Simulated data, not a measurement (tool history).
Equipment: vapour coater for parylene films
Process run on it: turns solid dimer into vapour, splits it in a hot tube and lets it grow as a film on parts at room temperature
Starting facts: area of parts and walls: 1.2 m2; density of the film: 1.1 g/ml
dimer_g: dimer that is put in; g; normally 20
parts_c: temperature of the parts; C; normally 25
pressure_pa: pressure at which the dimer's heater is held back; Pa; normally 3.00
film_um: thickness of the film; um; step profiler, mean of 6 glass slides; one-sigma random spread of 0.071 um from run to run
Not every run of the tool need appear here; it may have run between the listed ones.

run 1 day=0.000 | dimer_g=20 parts_c=25 pressure_pa=3.00 | film_um=8.17
run 2 day=0.442 | dimer_g=20 parts_c=19 pressure_pa=3.00 | film_um=10.67
run 3 day=0.838 | dimer_g=20 parts_c=19 pressure_pa=3.00 | film_um=10.59
run 4 day=1.171 | dimer_g=20 parts_c=19 pressure_pa=3.00 | film_um=10.69
run 5 day=1.529 | dimer_g=20 parts_c=19 pressure_pa=3.00 | film_um=10.65
run 6 day=2.017 | dimer_g=20 parts_c=19 pressure_pa=3.00 | film_um=10.55
run 7 day=2.467 | dimer_g=20 parts_c=19 pressure_pa=3.00 | film_um=10.50
run 8 day=3.004 | dimer_g=20 parts_c=19 pressure_pa=3.00 | film_um=10.67
run 9 day=3.467 | dimer_g=20 parts_c=19 pressure_pa=3.00 | film_um=10.62
run 10 day=3.904 | dimer_g=20 parts_c=25 pressure_pa=3.00 | film_um=8.08
run 11 day=4.400 | dimer_g=20 parts_c=25 pressure_pa=3.00 | film_um=7.93
run 12 day=4.721 | dimer_g=20 parts_c=25 pressure_pa=3.00 | film_um=8.09
run 13 day=5.029 | dimer_g=24 parts_c=25 pressure_pa=3.00 | film_um=9.74
run 14 day=5.596 | dimer_g=24 parts_c=25 pressure_pa=3.00 | film_um=9.72
run 15 day=5.892 | dimer_g=14 parts_c=25 pressure_pa=3.00 | film_um=5.53
run 16 day=6.192 | dimer_g=20 parts_c=28 pressure_pa=3.00 | film_um=7.00
run 17 day=6.767 | dimer_g=17 parts_c=25 pressure_pa=3.00 | film_um=6.89
run 18 day=7.417 | dimer_g=20 parts_c=25 pressure_pa=3.00 | film_um=7.94
run 19 day=7.746 | dimer_g=20 parts_c=25 pressure_pa=3.00 | film_um=7.98
run 20 day=8.050 | dimer_g=20 parts_c=25 pressure_pa=3.00 | film_um=7.91
run 21 day=8.371 | dimer_g=20 parts_c=25 pressure_pa=3.00 | film_um=8.08
run 22 day=8.975 | dimer_g=20 parts_c=25 pressure_pa=3.00 | film_um=7.99
run 23 day=9.600 | dimer_g=20 parts_c=25 pressure_pa=3.00 | film_um=7.93
run 24 day=10.133 | dimer_g=10 parts_c=18 pressure_pa=6.72 | film_um=4.72
run 25 day=10.462 | dimer_g=25 parts_c=25 pressure_pa=6.01 | film_um=8.72
run 26 day=11.042 | dimer_g=25 parts_c=25 pressure_pa=6.01 | film_um=8.77
run 27 day=11.496 | dimer_g=25 parts_c=25 pressure_pa=3.38 | film_um=9.74
run 28 day=12.008 | dimer_g=25 parts_c=25 pressure_pa=3.38 | film_um=9.57
run 29 day=12.375 | dimer_g=13 parts_c=20 pressure_pa=3.59 | film_um=6.17
run 30 day=12.783 | dimer_g=12 parts_c=20 pressure_pa=3.59 | film_um=5.72
run 31 day=13.321 | dimer_g=20 parts_c=21 pressure_pa=3.00 | film_um=9.27
run 32 day=13.929 | dimer_g=16 parts_c=21 pressure_pa=3.29 | film_um=7.37
run 33 day=14.379 | dimer_g=16 parts_c=35 pressure_pa=3.85 | film_um=3.84
run 34 day=14.775 | dimer_g=16 parts_c=31 pressure_pa=2.05 | film_um=5.06
run 35 day=15.100 | dimer_g=16 parts_c=31 pressure_pa=2.05 | film_um=5.17
run 36 day=15.383 | dimer_g=10 parts_c=31 pressure_pa=2.05 | film_um=3.14
run 37 day=15.996 | dimer_g=11 parts_c=19 pressure_pa=4.23 | film_um=5.25
run 38 day=16.312 | dimer_g=11 parts_c=19 pressure_pa=9.54 | film_um=4.56
run 39 day=16.779 | dimer_g=11 parts_c=34 pressure_pa=2.29 | film_um=3.02
run 40 day=17.171 | dimer_g=17 parts_c=25 pressure_pa=6.72 | film_um=5.70
run 41 day=17.792 | dimer_g=17 parts_c=25 pressure_pa=6.72 | film_um=5.59
run 42 day=18.350 | dimer_g=14 parts_c=25 pressure_pa=4.13 | film_um=5.03
run 43 day=18.675 | dimer_g=14 parts_c=25 pressure_pa=4.13 | film_um=5.15
run 44 day=19.112 | dimer_g=11 parts_c=24 pressure_pa=6.94 | film_um=3.81
run 45 day=19.733 | dimer_g=20 parts_c=22 pressure_pa=3.32 | film_um=8.54
run 46 day=20.267 | dimer_g=10 parts_c=18 pressure_pa=8.47 | film_um=4.37

Predict each of these 4 candidate next runs independently; none follows another, all start after run 46:
-- day=20.725 trap's valve overhauled
run A day=20.867 | dimer_g=20 parts_c=21 pressure_pa=4.25 | film_um=?
-- day=20.725 trap's valve overhauled
run B day=20.867 | dimer_g=20 parts_c=19 pressure_pa=3.00 | film_um=?
-- day=20.725 trap's valve overhauled
run C day=20.867 | dimer_g=20 parts_c=19 pressure_pa=3.00 | film_um=?
-- day=20.725 trap's valve overhauled
run D day=20.867 | dimer_g=16 parts_c=25 pressure_pa=2.75 | film_um=?

run=A film_um=9.51
run=B film_um=11.05
run=C film_um=11.22
run=D film_um=6.94
With no hidden state in the tool, these same runs would have given:
run=A film_um=9.56
run=B film_um=11.11
run=C film_um=11.27
run=D film_um=6.98
